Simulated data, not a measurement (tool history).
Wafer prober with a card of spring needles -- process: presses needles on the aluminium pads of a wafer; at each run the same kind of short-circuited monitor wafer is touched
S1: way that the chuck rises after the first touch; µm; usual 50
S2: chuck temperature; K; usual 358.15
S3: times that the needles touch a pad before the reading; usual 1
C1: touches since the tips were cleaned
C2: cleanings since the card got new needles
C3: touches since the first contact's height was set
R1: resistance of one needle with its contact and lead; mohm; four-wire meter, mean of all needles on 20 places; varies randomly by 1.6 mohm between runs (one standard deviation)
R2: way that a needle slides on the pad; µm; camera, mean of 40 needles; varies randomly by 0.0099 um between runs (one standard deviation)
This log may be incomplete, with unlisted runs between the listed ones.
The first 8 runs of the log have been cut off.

run     day  S1      S2  S3    C1  C2      C3   R1     R2
       10.6  -- tips cleaned on abrasive film
     11.558  -- tips cleaned on abrasive film
  9  12.254  50  358.15   1  3832  15   82668  215  7.457
     12.575  -- tips cleaned on abrasive film
     13.458  -- tips cleaned on abrasive film
 10  14.025  51  358.15   1  3130  17   92406  207  7.583
     14.483  -- tips cleaned on abrasive film
 11  15.075  51  358.15   1  3268  18   98187  202  7.557
     15.458  -- tips cleaned on abrasive film
     16.442  -- tips cleaned on abrasive film
 12  16.638  51  358.15   1  1070  20  106753  179  7.543
     17.367  -- tips cleaned on abrasive film
     17.721  -- height of the first contact set anew
 13  17.721  51  358.15   1  1903  21       0  189  7.732
     18.392  -- tips cleaned on abrasive film
 14  18.888  51  358.15   1  2736  22    6419  193  7.736
     19.275  -- tips cleaned on abrasive film
 15   19.75  51  358.15   1  2620  23   11147  199  7.727
     20.171  -- tips cleaned on abrasive film
     21.079  -- tips cleaned on abrasive film
 16  21.088  55  358.15   1    46  25   18484  156  8.327
     21.988  -- tips cleaned on abrasive film
     22.896  -- tips cleaned on abrasive film
 17  22.983  64  387.15   2   487  27   28918  162  9.677
     23.775  -- tips cleaned on abrasive film
       24.7  -- tips cleaned on abrasive film
 18  24.925  64  387.15   1  1243  29   39597  171  9.658
     25.617  -- tips cleaned on abrasive film
     26.554  -- tips cleaned on abrasive film
 19  26.775  50  387.15   3  1208  31   49755  170  7.533
     27.554  -- tips cleaned on abrasive film
 20  27.929  31  358.15   2  2066  32   56110  225   4.62
     28.508  -- tips cleaned on abrasive film
     29.438  -- tips cleaned on abrasive film
 21  29.567  57  354.15   1   706  34   65111  166  8.531
     30.375  -- tips cleaned on abrasive film
 22  30.679  63  345.15   2  1696  35   71238  160  9.449
     31.271  -- tips cleaned on abrasive film
 23  32.121  37  358.15   2  4706  36   79172  245  5.507
     32.204  -- tips cleaned on abrasive film
 24  32.988  45  358.15   1  4322  37   83924  232  6.719
     33.129  -- tips cleaned on abrasive film
     34.083  -- tips cleaned on abrasive film
 25  34.317  45  358.15   1  1274  39   91215  192  6.714
     35.042  -- tips cleaned on abrasive film
 26  35.675  50  308.15   1  3509  40   98707  211   7.45
     35.988  -- tips cleaned on abrasive film
     36.938  -- tips cleaned on abrasive film
 27  37.188  50  378.15   2  1367  42  107000  179  7.422
     37.946  -- tips cleaned on abrasive film
     38.133  -- height of the first contact set anew
 28  38.604  50  378.15   2  3568  43    2599  193  7.584
     38.888  -- tips cleaned on abrasive film
 29    39.7  50  366.15   2  4482  44    8612  196  7.587

Expected results for the next run?
      39.8  -- tips cleaned on abrasive film
 30  40.65  50  366.15   2  4681  45  13835   ?   ?

R1: 198 mohm
R2: 7.577 µm
Take away the tool's hidden state, keep the run-to-run variation as it was, and the same run would have given R1 160 mohm, R2 7.599 µm.
